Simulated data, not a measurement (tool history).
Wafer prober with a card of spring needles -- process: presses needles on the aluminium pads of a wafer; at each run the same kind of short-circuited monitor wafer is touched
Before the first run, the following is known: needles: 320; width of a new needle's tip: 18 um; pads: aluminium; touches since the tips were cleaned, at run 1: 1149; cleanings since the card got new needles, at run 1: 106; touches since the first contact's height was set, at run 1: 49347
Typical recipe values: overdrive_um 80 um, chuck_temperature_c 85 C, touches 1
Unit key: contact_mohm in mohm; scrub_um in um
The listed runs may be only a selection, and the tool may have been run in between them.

run	day	overdrive_um	chuck_temperature_c	touches	touches since the tips were cleaned	cleanings since the card got new needles	touches since the first contact's height was set	contact_mohm	scrub_um
1	0.000	80	85	1	1149	106	49347	228	19.80
# day 0.700: tips cleaned on abrasive film
# day 1.404: tips cleaned on abrasive film
2	1.662	80	85	1	1934	108	61702	248	19.75
# day 2.171: tips cleaned on abrasive film
# day 2.875: tips cleaned on abrasive film
# day 3.229: height of the first contact set anew
# day 3.758: tips cleaned on abrasive film
# day 4.633: tips cleaned on abrasive film
# day 5.333: tips cleaned on abrasive film
3	5.604	80	85	2	2000	113	17632	220	19.82
# day 6.129: tips cleaned on abrasive film
# day 6.996: tips cleaned on abrasive film
# day 7.846: tips cleaned on abrasive film
4	7.846	81	85	1	0	116	34300	197	20.00
# day 8.725: tips cleaned on abrasive film
# day 9.600: tips cleaned on abrasive film
# day 10.300: tips cleaned on abrasive film
# day 11.108: tips cleaned on abrasive film
5	11.108	81	85	2	0	120	58544	197	20.05
# day 11.988: tips cleaned on abrasive film
# day 12.688: tips cleaned on abrasive film
# day 13.050: height of the first contact set anew
# day 13.579: tips cleaned on abrasive film
6	13.917	71	49	1	2530	123	6438	256	17.63
# day 14.442: tips cleaned on abrasive film
# day 15.321: tips cleaned on abrasive film
# day 16.196: tips cleaned on abrasive film
# day 17.033: tips cleaned on abrasive film
7	17.033	84	28	1	0	127	29593	191	20.86
# day 17.908: tips cleaned on abrasive film
# day 18.788: tips cleaned on abrasive film
8	18.888	70	91	3	772	129	43391	210	17.34
# day 19.592: tips cleaned on abrasive film
# day 20.458: tips cleaned on abrasive film
9	20.642	96	85	2	1377	131	56418	210	23.74
# day 21.171: tips cleaned on abrasive film
# day 22.038: tips cleaned on abrasive film
# day 22.912: tips cleaned on abrasive film
# day 22.925: height of the first contact set anew
10	23.379	96	85	2	3384	134	3384	220	23.97

Some steps in contact_mohm between neighbouring runs. How much of each would the tool show without its hidden state too (settings, what came in, random variation), and how much is left for the hidden state, with any gauge scatter that isn't in both results?
Hidden state present: debris on the tips, nm; way that the needles fall short of the set height, um; tips' diameter, um; drift of the gauge itself on contact_mohm, %; drift of the gauge itself on scrub_um, %.
Run 5 -> 6: overdrive_um 81 -> 71, chuck_temperature_c 85 -> 49, touches 2 -> 1, tips cleaned on abrasive film, tips cleaned on abrasive film, height of the first contact set anew, tips cleaned on abrasive film. contact_mohm +59 mohm: hidden state +64, all else -5.
Run 6 -> 7: overdrive_um 71 -> 84, chuck_temperature_c 49 -> 28, tips cleaned on abrasive film, tips cleaned on abrasive film, tips cleaned on abrasive film, tips cleaned on abrasive film. contact_mohm -65 mohm: hidden state -61, all else -4.
